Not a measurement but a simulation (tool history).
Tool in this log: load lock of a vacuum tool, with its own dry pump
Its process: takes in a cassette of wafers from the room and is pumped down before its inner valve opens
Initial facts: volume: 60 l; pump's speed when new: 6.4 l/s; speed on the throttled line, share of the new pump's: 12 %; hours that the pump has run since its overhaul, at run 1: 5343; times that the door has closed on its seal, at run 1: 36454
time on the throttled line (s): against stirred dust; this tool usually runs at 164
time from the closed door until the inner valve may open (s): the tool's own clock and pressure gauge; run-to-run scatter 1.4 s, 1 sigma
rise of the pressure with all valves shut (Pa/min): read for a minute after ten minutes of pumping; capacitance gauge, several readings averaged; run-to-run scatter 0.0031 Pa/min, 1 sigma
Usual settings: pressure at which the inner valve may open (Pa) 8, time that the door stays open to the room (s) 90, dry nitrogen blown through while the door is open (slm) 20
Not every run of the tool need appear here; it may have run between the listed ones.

run,hour,time on the throttled line (s),pressure at which the inner valve may open (Pa),time that the door stays open to the room (s),dry nitrogen blown through while the door is open (slm),hours that the pump has run since its overhaul,times that the door has closed on its seal,"incoming humidity of the room's air, %",time from the closed door until the inner valve may open (s),rise of the pressure with all valves shut (Pa/min)
1,0.0,164,8,90,20,5343,36454,45.4,233.7,0.415
2,63.0,164,8,90,20,5406,36678,43.2,239.2,0.429
3,145.4,164,8,90,20,5489,36970,45.6,236.6,0.434
4,212.6,164,8,90,20,5556,37209,44.6,233.9,0.430
5,338.3,164,8,90,20,5682,37655,45.4,237.7,0.449
6,461.4,164,8,90,8,5805,38092,43.6,239.6,0.468
7,539.4,164,8,90,8,5883,38369,47.0,239.7,0.475
8,620.5,164,10,90,20,5964,38657,42.1,234.0,0.459
9,721.9,164,10,90,20,6065,39017,48.8,232.6,0.475
10,838.2,164,8,90,36,6182,39430,45.1,238.7,0.472
11,927.6,164,8,90,36,6271,39747,44.9,237.5,0.463
12,992.6,164,8,90,6,6336,39978,46.2,238.1,0.519
13,1112.4,164,8,90,6,6456,40403,44.8,235.9,0.531
14,1216.3,164,8,90,6,6560,40772,46.4,235.9,0.530
15,1322.4,164,8,90,6,6666,41149,42.6,238.8,0.523
16,1445.3,164,8,90,27,6789,41585,44.1,238.1,0.518
17,1566.4,164,8,90,27,6910,42015,48.8,236.6,0.539
18,1683.0,164,13,90,20,7026,42429,43.8,230.0,0.541
19,1768.9,103,11,37,9,7112,42734,44.2,181.8,0.547
20,1903.3,264,10,214,10,7247,43211,46.2,324.6,0.621
21,1988.0,174,9,79,10,7331,43512,42.7,246.0,0.570
22,2102.8,174,9,79,10,7446,43919,47.0,246.2,0.588
# hour 2197.6: door's seal changed, seat wiped
23,2198.9,164,9,58,20,7541,4,46.7,238.7,0.042
24,2287.0,164,9,58,4,7629,317,43.6,235.4,0.063
25,2372.0,267,9,58,4,7714,619,45.9,326.5,0.073
26,2456.4,267,9,58,4,7798,918,42.1,329.0,0.060
27,2587.9,82,9,58,7,7930,1385,47.4,165.1,0.067
28,2690.8,101,8,58,9,8033,1750,45.0,185.9,0.062
29,2786.0,101,8,58,9,8128,2088,46.5,182.6,0.067
30,2918.0,254,9,125,15,8260,2557,50.2,313.5,0.101
31,3008.5,164,6,32,20,8350,2878,45.1,240.6,0.047
32,3070.9,164,6,32,20,8413,3100,42.8,241.3,0.046
33,3133.1,175,8,90,6,8475,3321,44.8,246.7,0.100
34,3243.3,164,9,112,20,8585,3712,44.9,237.6,0.084
35,3352.8,164,7,99,29,8695,4101,42.0,240.8,0.065
36,3431.2,91,8,90,20,8773,4379,42.0,175.3,0.075

Table of differences, measured result less the result of that run with no hidden state. Run-to-run variation is the same in both. Gauge scatter possibly is not:
Unlogged tool condition in this case: pump's speed, % of a new pump's; leak at the door's seal, Pa l/s; drift of the gauge itself on ready_s, %; drift of the gauge itself on rise_pa_min, %.
run,time from the closed door until the inner valve may open (s),rise of the pressure with all valves shut (Pa/min)
1,+3.2,+0.359
2,+3.3,+0.371
3,+3.4,+0.369
4,+3.3,+0.376
5,+3.5,+0.390
6,+3.7,+0.390
7,+3.7,+0.396
8,+3.8,+0.406
9,+3.8,+0.413
10,+3.9,+0.425
11,+4.0,+0.423
12,+4.2,+0.434
13,+4.3,+0.444
14,+4.3,+0.447
15,+4.5,+0.451
16,+4.4,+0.462
17,+4.5,+0.479
18,+4.1,+0.483
19,+4.9,+0.501
20,+3.9,+0.491
21,+4.7,+0.505
22,+4.9,+0.516
23,+4.8,+0.000
24,+4.8,+0.000
25,+3.9,+0.003
26,+4.1,+0.003
27,+5.8,+0.005
28,+6.0,+0.007
29,+6.1,+0.008
30,+4.6,+0.011
31,+5.7,+0.012
32,+5.7,+0.012
33,+5.4,+0.014
34,+5.6,+0.015
35,+5.9,+0.018
36,+6.6,+0.020

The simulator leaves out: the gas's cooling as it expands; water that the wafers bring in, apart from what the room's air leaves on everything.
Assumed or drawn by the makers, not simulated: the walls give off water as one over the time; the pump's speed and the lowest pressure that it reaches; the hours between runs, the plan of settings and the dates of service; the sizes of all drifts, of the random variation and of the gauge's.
